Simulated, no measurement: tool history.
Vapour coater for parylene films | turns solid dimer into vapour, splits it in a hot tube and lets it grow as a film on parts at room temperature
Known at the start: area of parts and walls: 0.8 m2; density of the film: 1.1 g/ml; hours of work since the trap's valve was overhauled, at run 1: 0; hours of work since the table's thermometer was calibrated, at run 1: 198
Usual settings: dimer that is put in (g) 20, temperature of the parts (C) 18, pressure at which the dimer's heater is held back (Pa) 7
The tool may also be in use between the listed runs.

run	hour	dimer that is put in (g)	temperature of the parts (C)	pressure at which the dimer's heater is held back (Pa)	hours of work since the trap's valve was overhauled	hours of work since the table's thermometer was calibrated	thickness of the film (um)
1	0	20	18	7	0	198	16.88
2	13.7	20	18	7	12	209	16.96
3	42.5	9	18	7	37	234	7.67
4	69	9	18	7	59	257	7.56
5	89.4	9	18	7	77	274	7.52
6	107.8	9	18	7	93	290	7.46
7	128.2	9	18	7	110	308	7.46
8	150.5	9	18	7	129	327	7.42
9	176.2	9	11	7	151	349	9.95
10	191.5	9	11	7	164	362	9.75
11	204	9	11	7	175	373	9.82
12	224.6	10	18	7	193	391	8.26
13	249.6	10	18	7	214	412	8.19
14	276.7	20	18	7	238	435	16.44
15	290.9	20	18	7	250	448	16.27
16	310.1	20	18	7	266	464	16.19
17	330.4	20	18	7	284	481	16.19
18	347.9	20	18	7	299	496	16.15
19	363.1	20	18	7	312	510	15.9
20	383.8	34	12	2.42	330	527	36.29
21	404.6	20	14	7	347	545	19.17
22	427.5	20	14	7	367	565	19.59
23	446.7	20	14	7	384	581	19.03
24	458.6	20	20	7	394	591	14.37
25	476	20	18	2.66	409	606	17.86
26	501.8	20	29	11.12	431	629	8.99
# hour 519.7: trap's valve overhauled
27	529.6	12	26	4.95	8	649	7.32
28	554.2	12	26	10.83	30	670	6.52
29	582.7	12	26	10.83	54	695	6.5
30	606.2	12	26	10.83	74	715	6.5
31	620.3	16	18	10.83	86	727	12.52
32	641.2	18	18	7	104	745	14.58
33	669.1	11	24	7	128	769	6.89
34	681.9	11	24	7	139	780	6.96
35	697.1	11	24	7	152	793	6.9
36	711.4	20	13	5.03	165	805	21.5

Forecast each of these 4 alternatives for the next run:
A	736.8	11	11	8.54	186	827	?
B	736.8	24	13	5.45	186	827	?
C	736.8	14	25	8.93	186	827	?
D	736.8	26	13	10.86	186	827	?

run	thickness of the film (um)
A	11.72
B	24.96
C	7.96
D	25.71
Without the tool's hidden state the same runs would have given:
run	thickness of the film (um)
A	12.05
B	26.28
C	8.38
D	27.06
